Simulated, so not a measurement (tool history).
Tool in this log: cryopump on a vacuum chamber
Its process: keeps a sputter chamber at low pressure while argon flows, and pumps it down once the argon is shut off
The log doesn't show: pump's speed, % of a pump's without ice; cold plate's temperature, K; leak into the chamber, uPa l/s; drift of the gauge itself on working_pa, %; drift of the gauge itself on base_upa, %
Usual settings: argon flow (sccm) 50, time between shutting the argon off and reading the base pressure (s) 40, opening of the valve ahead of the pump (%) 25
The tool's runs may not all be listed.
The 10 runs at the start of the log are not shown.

run   hour  argon flow (sccm)  time between shutting the argon off and reading the base pressure (s)  opening of the valve ahead of the pump (%)  hours of work since the pump was warmed up and emptied  hours of work since the cold head was overhauled  hours of work since the chamber's fittings were tightened  pressure while argon flows (Pa)  pressure after the wait (uPa)
 11  108.4                 50                                                                     40                                          51                                                     185                                               185                                                        247                           0.1287                           2.37
 12  122.3                 50                                                                     40                                          51                                                     193                                               193                                                        255                           0.1289                            2.4
 13  130.1                 50                                                                     40                                          51                                                     197                                               197                                                        259                           0.1288                           2.43
 14  146.2                 50                                                                     40                                          51                                                     206                                               206                                                        268                           0.1306                           2.37
 15  156.4                 61                                                                     40                                          25                                                     212                                               212                                                        274                           0.3061                            2.4
 16  168.3                 61                                                                     40                                          25                                                     219                                               219                                                        281                           0.3066                           2.38
 17  182.2                 61                                                                     40                                          53                                                     227                                               227                                                        289                           0.1552                           2.46
 18  194.5                 61                                                                     40                                          53                                                     234                                               234                                                        296                           0.1548                           2.45
 19  207.3                 50                                                                     49                                          20                                                     242                                               242                                                        304                           0.3119                           2.12
 20    221                 45                                                                     49                                          20                                                     249                                               249                                                        312                           0.2813                           2.18
 21  232.5                 45                                                                     49                                          20                                                     256                                               256                                                        318                           0.2827                           2.15
 22  241.5                 33                                                                    114                                          24                                                     261                                               261                                                        323                           0.1746                           1.46
 23  255.6                 33                                                                    114                                          53                                                     269                                               269                                                        332                           0.0858                           1.48
 24  268.4                 51                                                                    139                                          27                                                     277                                               277                                                        339                           0.2437                           1.38
 25  276.7                 28                                                                    139                                          15                                                     282                                               282                                                        344                           0.2335                           1.38
 26  284.4                 28                                                                    139                                          15                                                     286                                               286                                                        348                           0.2312                            1.4
 27  296.3                 28                                                                    139                                          15                                                     293                                               293                                                        355                           0.2323                           1.41
 28  307.6                 51                                                                    139                                          19                                                     299                                               299                                                        361                           0.3407                           1.46
     326.6  -- pump warmed up, emptied and cooled again
 29  326.6                 54                                                                    190                                          22                                                       0                                               307                                                        370                           0.2921                            1.1
 30    342                 50                                                                     70                                          27                                                       9                                               316                                                        378                           0.2179                           1.72
 31  352.8                 75                                                                     70                                          21                                                      15                                               323                                                        385                           0.4243                           1.75
 32  359.9                 99                                                                     79                                          21                                                      19                                               327                                                        389                           0.5653                           1.56
 33  370.3                 47                                                                     47                                          21                                                      25                                               333                                                        395                           0.2669                           2.18
 34  378.8                 47                                                                     47                                          21                                                      30                                               337                                                        400                           0.2683                           2.21

Branching from run 34: 3 alternative next runs. What would each branch give?
  A  393.9                 59                                                                     40                                          30                                                      39                                               346                                                        408                                ?                              ?
  B  393.9                 50                                                                     40                                          55                                                      39                                               346                                                        408                                ?                              ?
  C  393.9                 50                                                                     60                                          25                                                      39                                               346                                                        408                                ?                              ?

run  pressure while argon flows (Pa)  pressure after the wait (uPa)
  A                            0.236                            2.4
  B                           0.1096                            2.5
  C                           0.2391                           1.94
What these runs would have given with no unlogged condition in the tool:
run  pressure while argon flows (Pa)  pressure after the wait (uPa)
  A                           0.2332                           1.82
  B                           0.1072                           1.89
  C                           0.2367                           1.33

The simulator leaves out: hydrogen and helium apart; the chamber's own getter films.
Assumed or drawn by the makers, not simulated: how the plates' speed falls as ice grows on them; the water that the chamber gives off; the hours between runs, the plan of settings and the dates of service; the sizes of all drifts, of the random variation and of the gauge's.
